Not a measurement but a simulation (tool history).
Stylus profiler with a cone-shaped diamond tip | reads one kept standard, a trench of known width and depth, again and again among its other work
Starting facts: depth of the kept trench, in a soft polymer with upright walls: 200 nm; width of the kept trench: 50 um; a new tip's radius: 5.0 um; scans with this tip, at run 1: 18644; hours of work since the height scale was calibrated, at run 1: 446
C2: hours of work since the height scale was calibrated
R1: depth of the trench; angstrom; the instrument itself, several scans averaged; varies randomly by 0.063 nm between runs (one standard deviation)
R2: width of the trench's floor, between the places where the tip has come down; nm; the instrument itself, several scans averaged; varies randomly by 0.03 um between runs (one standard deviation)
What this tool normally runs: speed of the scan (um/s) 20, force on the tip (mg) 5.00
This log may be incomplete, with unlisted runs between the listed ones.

Run 1, hour 0.0: usual settings; scans with this tip 18644; C2 446. Result: R1 2021.4 angstrom, R2 47150 nm.
Run 2, hour 71.6: usual settings; scans with this tip 18960; C2 496. Result: R1 2022.0 angstrom, R2 47170 nm.
Run 3, hour 165.3: usual settings; scans with this tip 19373; C2 561. Result: R1 2022.7 angstrom, R2 47190 nm.
Run 4, hour 248.4: usual settings; scans with this tip 19739; C2 618. Result: R1 2022.5 angstrom, R2 47090 nm.
Run 5, hour 335.0: usual settings; scans with this tip 20121; C2 679. Result: R1 2022.9 angstrom, R2 47170 nm.
Run 6, hour 464.7: usual settings; scans with this tip 20693; C2 769. Result: R1 2023.7 angstrom, R2 47110 nm.
Run 7, hour 530.5: usual settings but force on the tip (mg) 3.12; scans with this tip 20983; C2 815. Result: R1 2017.5 angstrom, R2 47120 nm.
Run 8, hour 593.5: usual settings but force on the tip (mg) 3.12; scans with this tip 21261; C2 858. Result: R1 2015.6 angstrom, R2 47140 nm.
Run 9, hour 659.3: usual settings but force on the tip (mg) 3.12; scans with this tip 21551; C2 904. Result: R1 2015.8 angstrom, R2 47120 nm.
Run 10, hour 758.8: usual settings; scans with this tip 21990; C2 973. Result: R1 2021.6 angstrom, R2 47110 nm.
Run 11, hour 876.5: usual settings but speed of the scan (um/s) 34; scans with this tip 22509; C2 1055. Result: R1 2022.0 angstrom, R2 47110 nm.
Run 12, hour 931.8: usual settings but speed of the scan (um/s) 8; scans with this tip 22753; C2 1093. Result: R1 2023.1 angstrom, R2 47140 nm.
Run 13, hour 1041.6: usual settings but speed of the scan (um/s) 11, force on the tip (mg) 2.04; scans with this tip 23237; C2 1170. Result: R1 2011.6 angstrom, R2 47130 nm.
At hour 1099.9: height scale calibrated on a step standard.
Run 14, hour 1104.1: usual settings but speed of the scan (um/s) 11, force on the tip (mg) 2.04; scans with this tip 23510; C2 3. Result: R1 2011.9 angstrom, R2 47210 nm.

Forecast run 15:
Run 15, hour 1182.6: usual settings but speed of the scan (um/s) 11, force on the tip (mg) 2.04; scans with this tip 23857; C2 57. Result: R1 ?, R2 ?.

Run 15 produced R1 2010.9 angstrom, R2 47190 nm.
If the tool had no hidden condition, the same run with the same run-to-run variation would have returned R1 2010.9 angstrom, R2 47210 nm.
